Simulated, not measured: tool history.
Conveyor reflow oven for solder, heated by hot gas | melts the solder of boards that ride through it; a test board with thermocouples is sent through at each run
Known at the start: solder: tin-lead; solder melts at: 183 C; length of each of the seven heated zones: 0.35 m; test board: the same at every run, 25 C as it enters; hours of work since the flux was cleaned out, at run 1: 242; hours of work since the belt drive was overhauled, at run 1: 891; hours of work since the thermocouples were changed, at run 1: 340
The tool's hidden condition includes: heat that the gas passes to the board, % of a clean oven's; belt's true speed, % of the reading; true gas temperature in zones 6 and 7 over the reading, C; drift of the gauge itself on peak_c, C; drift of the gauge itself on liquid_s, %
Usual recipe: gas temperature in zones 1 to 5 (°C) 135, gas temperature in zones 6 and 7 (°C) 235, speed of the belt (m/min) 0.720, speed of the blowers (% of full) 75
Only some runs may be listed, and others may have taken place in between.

run    hour  gas temperature in zones 1 to 5 (°C)  gas temperature in zones 6 and 7 (°C)  speed of the belt (m/min)  speed of the blowers (% of full)  hours of work since the flux was cleaned out  hours of work since the belt drive was overhauled  hours of work since the thermocouples were changed  highest temperature of the board (°C)  time above the solder's melting point (s)
  1     0.0                                   135                                    235                      0.720                                75                                           242                                                891                                                 340                                  216.9                                       43.2
  2    49.1                                   135                                    235                      0.799                                75                                           279                                                928                                                 377                                  213.1                                       35.9
  3    94.4                                   135                                    235                      0.799                                80                                           314                                                963                                                 411                                  213.9                                       36.6
  4   168.5                                   135                                    235                      0.858                                75                                           370                                               1019                                                 467                                  209.6                                       31.0
  5   203.6                                   135                                    235                      0.670                                75                                           396                                               1045                                                 494                                  218.0                                       47.9
      212.7  -- flux residue cleaned out of gas plates and filters
  6   280.3                                   135                                    235                      0.670                                75                                            51                                               1099                                                 548                                  221.6                                       50.1
      319.3  -- belt drive overhauled, speed set with a stopwatch
  7   322.5                                   135                                    235                      0.741                                75                                            80                                                  2                                                 577                                  217.8                                       41.7
  8   401.4                                   135                                    235                      0.720                                75                                           140                                                 62                                                 637                                  218.5                                       43.4
  9   476.6                                   135                                    235                      0.720                                75                                           196                                                119                                                 693                                  218.8                                       43.0
 10   517.6                                   135                                    235                      0.720                                75                                           227                                                150                                                 724                                  218.3                                       43.6
 11   562.2                                   135                                    235                      0.830                                75                                           261                                                184                                                 758                                  212.5                                       33.5
 12   625.6                                   135                                    239                      0.720                                75                                           309                                                231                                                 806                                  220.0                                       44.0
 13   702.7                                   121                                    239                      0.720                                75                                           367                                                290                                                 864                                  216.8                                       39.5
 14   739.4                                   135                                    235                      0.720                                75                                           395                                                317                                                 892                                  216.8                                       42.4
      748.0  -- flux residue cleaned out of gas plates and filters
 15   814.5                                   135                                    235                      0.720                                75                                            50                                                370                                                 945                                  220.2                                       45.0
 16   864.4                                   139                                    243                      0.822                                75                                            88                                                408                                                 983                                  222.9                                       41.0
 17   927.7                                   125                                    226                      0.720                                75                                           136                                                456                                                1031                                  210.4                                       36.8
 18   978.6                                   135                                    235                      0.595                                75                                           174                                                494                                                1069                                  225.5                                       58.7
 19  1025.1                                   129                                    235                      0.595                                75                                           209                                                529                                                1104                                  224.2                                       56.0
 20  1071.5                                   132                                    232                      0.720                                60                                           244                                                565                                                1139                                  211.0                                       36.8
 21  1146.8                                   122                                    248                      0.720                                60                                           301                                                621                                                1196                                  220.0                                       40.8
 22  1193.4                                   122                                    248                      0.720                                60                                           336                                                657                                                1231                                  219.8                                       41.0
 23  1231.3                                   122                                    248                      0.720                                60                                           365                                                685                                                1260                                  220.0                                       41.4
     1281.3  -- flux residue cleaned out of gas plates and filters
 24  1308.9                                   142                                    237                      0.720                                75                                            21                                                740                                                1315                                  224.9                                       49.5
 25  1378.4                                   134                                    250                      0.720                                75                                            73                                                793                                                1367                                  234.4                                       51.7
 26  1410.6                                   134                                    250                      0.720                                75                                            98                                                817                                                1392                                  234.2                                       51.7

Predict the results of run 27:
     1477.2  -- thermocouples of zones 6 and 7 changed
 27  1480.2                                   123                                    225                      0.744                                80                                           149                                                868                                                   2                                      ?                                          ?

{"run 27": {"highest temperature of the board (°C)": 207.8, "time above the solder's melting point (s)": 32.9}}
Minus the tool's unlogged condition, the same run would have read highest temperature of the board (°C) 208.9, time above the solder's melting point (s) 33.5.
